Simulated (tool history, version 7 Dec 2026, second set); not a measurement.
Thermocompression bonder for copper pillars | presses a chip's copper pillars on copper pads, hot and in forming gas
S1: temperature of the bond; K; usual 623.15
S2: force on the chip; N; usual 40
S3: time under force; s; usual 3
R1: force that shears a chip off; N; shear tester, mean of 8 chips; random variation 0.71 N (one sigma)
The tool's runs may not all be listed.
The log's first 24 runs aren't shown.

Run 25, hour 1835.5: usual settings but S1 620.15 K, S2 58 N, S3 6 s. Result: R1 68.8 N.
At hour 1843.9: forming gas filter changed.
Run 26, hour 1884.0: usual settings but S1 650.15 K, S3 4 s. Result: R1 72.2 N.
Run 27, hour 1960.3: usual settings but S1 650.15 K, S3 4 s. Result: R1 70.4 N.
Run 28, hour 2061.5: usual settings but S1 650.15 K, S3 4 s. Result: R1 67.4 N.
Run 29, hour 2120.2: usual settings but S2 28 N. Result: R1 38.4 N.
Run 30, hour 2209.2: usual settings but S1 645.15 K, S3 2 s. Result: R1 48.3 N.
At hour 2254.3: forming gas filter changed.
Run 31, hour 2300.0: usual settings but S1 642.15 K, S3 2 s. Result: R1 51.7 N.
Run 32, hour 2351.5: usual settings but S1 642.15 K, S3 2 s. Result: R1 50.6 N.
Run 33, hour 2435.8: usual settings but S2 42 N. Result: R1 48.7 N.
Run 34, hour 2520.2: usual settings but S1 640.15 K. Result: R1 55.0 N.
Run 35, hour 2565.7: usual settings but S2 57 N. Result: R1 55.2 N.
At hour 2664.0: forming gas filter changed.
Run 36, hour 2664.4: usual settings but S2 43 N. Result: R1 50.5 N.

Forecast each of these 5 alternatives for the next run:
Run A, hour 2713.4: usual settings but S1 638.15 K. Result: R1 ?.
Run B, hour 2713.4: usual settings but S2 43 N, S3 6 s. Result: R1 ?.
Run C, hour 2713.4: usual settings but S1 638.15 K, S2 43 N, S3 5 s. Result: R1 ?.
Run D, hour 2713.4: usual settings but S1 608.15 K, S2 43 N. Result: R1 ?.
Run E, hour 2713.4: usual settings but S2 43 N, S3 5 s. Result: R1 ?.

run    R1
  A  55.8
  B  64.2
  C  70.8
  D  42.9
  E  61.6
Without the tool's hidden state the same runs would have given:
run    R1
  A  59.0
  B  68.0
  C  74.7
  D  45.9
  E  65.4
